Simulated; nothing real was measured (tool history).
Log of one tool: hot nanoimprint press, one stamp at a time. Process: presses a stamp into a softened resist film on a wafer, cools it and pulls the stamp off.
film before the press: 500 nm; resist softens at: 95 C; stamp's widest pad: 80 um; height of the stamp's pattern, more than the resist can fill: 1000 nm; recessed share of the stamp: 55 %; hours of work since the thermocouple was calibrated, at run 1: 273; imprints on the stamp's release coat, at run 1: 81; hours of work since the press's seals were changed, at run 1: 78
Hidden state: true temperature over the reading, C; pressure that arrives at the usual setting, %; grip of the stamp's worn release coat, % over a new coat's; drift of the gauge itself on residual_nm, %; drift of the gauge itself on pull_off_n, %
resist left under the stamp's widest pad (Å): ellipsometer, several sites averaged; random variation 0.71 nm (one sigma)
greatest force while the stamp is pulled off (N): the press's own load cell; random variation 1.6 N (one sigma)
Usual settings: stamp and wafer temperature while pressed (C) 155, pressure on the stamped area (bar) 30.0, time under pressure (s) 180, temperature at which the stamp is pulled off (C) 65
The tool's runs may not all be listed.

| run | day | stamp and wafer temperature while pressed (C) | pressure on the stamped area (bar) | time under pressure (s) | temperature at which the stamp is pulled off (C) | hours of work since the thermocouple was calibrated | imprints on the stamp's release coat | hours of work since the press's seals were changed | resist left under the stamp's widest pad (Å) | greatest force while the stamp is pulled off (N) |
|---|---|---|---|---|---|---|---|---|---|---|
| 1 | 0.000 | 155 | 30.0 | 180 | 65 | 273 | 81 | 78 | 2317 | 148 |
| 2 | 2.388 | 155 | 30.0 | 180 | 65 | 308 | 237 | 113 | 2316 | 151 |
| 3 | 4.508 | 155 | 30.0 | 180 | 65 | 339 | 375 | 144 | 2312 | 156 |
| 4 | 5.971 | 155 | 30.0 | 180 | 65 | 360 | 470 | 165 | 2303 | 160 |
|  | 7.258 | stamp cleaned and given a new release coat |
| 5 | 8.246 | 155 | 30.0 | 180 | 65 | 390 | 64 | 195 | 2287 | 144 |
| 6 | 10.733 | 155 | 30.0 | 180 | 65 | 427 | 226 | 232 | 2274 | 148 |
| 7 | 13.275 | 155 | 30.0 | 180 | 65 | 464 | 392 | 269 | 2293 | 155 |
| 8 | 14.896 | 155 | 30.0 | 128 | 65 | 488 | 497 | 293 | 2568 | 158 |
|  | 15.667 | stamp cleaned and given a new release coat |
| 9 | 17.650 | 165 | 20.9 | 94 | 65 | 525 | 130 | 329 | 1967 | 143 |
| 10 | 19.571 | 165 | 20.9 | 94 | 65 | 553 | 255 | 358 | 1972 | 149 |
|  | 21.417 | plate thermocouple calibrated |
| 11 | 22.271 | 153 | 20.0 | 176 | 69 | 13 | 423 | 395 | 3201 | 146 |
| 12 | 23.733 | 153 | 20.0 | 176 | 69 | 34 | 518 | 417 | 3191 | 152 |
|  | 24.221 | stamp cleaned and given a new release coat |
| 13 | 26.192 | 153 | 20.0 | 176 | 69 | 66 | 129 | 449 | 3199 | 132 |
| 14 | 28.925 | 144 | 23.7 | 354 | 54 | 107 | 307 | 489 | 3769 | 202 |
| 15 | 30.217 | 159 | 19.8 | 116 | 67 | 126 | 391 | 508 | 2702 | 153 |
| 16 | 31.429 | 159 | 19.8 | 296 | 73 | 143 | 470 | 526 | 1916 | 128 |

Forecast each of these 3 alternatives for the next run:
|  | 32.542 | stamp cleaned and given a new release coat |
| A | 32.921 | 155 | 35.8 | 180 | 73 | 162 | 25 | 545 | ? | ? |
|  | 32.542 | stamp cleaned and given a new release coat |
| B | 32.921 | 164 | 37.1 | 296 | 64 | 162 | 25 | 545 | ? | ? |
|  | 32.542 | stamp cleaned and given a new release coat |
| C | 32.921 | 164 | 23.8 | 127 | 73 | 162 | 25 | 545 | ? | ? |

| run | resist left under the stamp's widest pad (Å) | greatest force while the stamp is pulled off (N) |
|---|---|---|
| A | 2250 | 113 |
| B | 1044 | 150 |
| C | 1841 | 114 |
Without the tool's hidden state the same runs would have given:
| run | resist left under the stamp's widest pad (Å) | greatest force while the stamp is pulled off (N) |
|---|---|---|
| A | 2228 | 113 |
| B | 1028 | 150 |
| C | 1836 | 114 |
